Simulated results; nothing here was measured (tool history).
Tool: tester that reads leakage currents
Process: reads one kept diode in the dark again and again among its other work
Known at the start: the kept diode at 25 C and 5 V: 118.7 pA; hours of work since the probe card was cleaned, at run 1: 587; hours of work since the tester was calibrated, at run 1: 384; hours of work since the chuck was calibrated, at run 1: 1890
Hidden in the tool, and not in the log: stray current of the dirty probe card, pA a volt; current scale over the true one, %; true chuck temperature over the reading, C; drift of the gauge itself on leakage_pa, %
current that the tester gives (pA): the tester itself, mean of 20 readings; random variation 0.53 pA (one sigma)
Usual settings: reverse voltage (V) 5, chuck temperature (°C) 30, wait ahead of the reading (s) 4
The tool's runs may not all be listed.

| run | hour | reverse voltage (V) | chuck temperature (°C) | wait ahead of the reading (s) | hours of work since the probe card was cleaned | hours of work since the tester was calibrated | hours of work since the chuck was calibrated | current that the tester gives (pA) |
|---|---|---|---|---|---|---|---|---|
| 1 | 0 | 5 | 30 | 4 | 587 | 384 | 1890 | 173.76 |
| 2 | 37.1 | 5 | 30 | 4 | 614 | 411 | 1917 | 174.62 |
| 3 | 75.3 | 5 | 31 | 4 | 642 | 438 | 1945 | 189.13 |
| 4 | 94.2 | 5 | 30 | 0.51 | 656 | 452 | 1959 | 177.51 |
| 5 | 117.6 | 5 | 30 | 0.51 | 673 | 469 | 1976 | 177.98 |
| 6 | 144.7 | 1.53 | 30 | 4 | 692 | 489 | 1995 | 102.78 |
| 7 | 169.4 | 1.53 | 30 | 4 | 710 | 507 | 2013 | 102.85 |
| 8 | 200.7 | 4.97 | 30 | 2.34 | 733 | 530 | 2036 | 174.13 |
| 9 | 219.2 | 8.02 | 26 | 3.93 | 747 | 543 | 2050 | 159.39 |
| 10 | 237.1 | 8.02 | 26 | 3.93 | 760 | 556 | 2063 | 158.18 |
| 11 | 255 | 8.02 | 26 | 3.93 | 773 | 569 | 2076 | 159.4 |
| 12 | 281 | 5 | 25 | 4 | 792 | 588 | 2095 | 118.91 |
| 13 | 315.8 | 2.46 | 50 | 1.32 | 817 | 613 | 2120 | 527.74 |

Forecast each of these 5 alternatives for the next run:
| A | 338.6 | 7.27 | 45 | 0.33 | 834 | 630 | 2137 | ? |
| B | 338.6 | 10.04 | 31 | 1.51 | 834 | 630 | 2137 | ? |
| C | 338.6 | 1.23 | 55 | 1.32 | 834 | 630 | 2137 | ? |
| D | 338.6 | 1.01 | 50 | 0.54 | 834 | 630 | 2137 | ? |
| E | 338.6 | 1.08 | 39 | 8.53 | 834 | 630 | 2137 | ? |

| run | current that the tester gives (pA) |
|---|---|
| A | 616.21 |
| B | 259.01 |
| C | 540.26 |
| D | 354.69 |
| E | 171.46 |
Without the tool's hidden state the same runs would have given:
| run | current that the tester gives (pA) |
|---|---|
| A | 617.08 |
| B | 259.22 |
| C | 541.11 |
| D | 355.26 |
| E | 171.74 |

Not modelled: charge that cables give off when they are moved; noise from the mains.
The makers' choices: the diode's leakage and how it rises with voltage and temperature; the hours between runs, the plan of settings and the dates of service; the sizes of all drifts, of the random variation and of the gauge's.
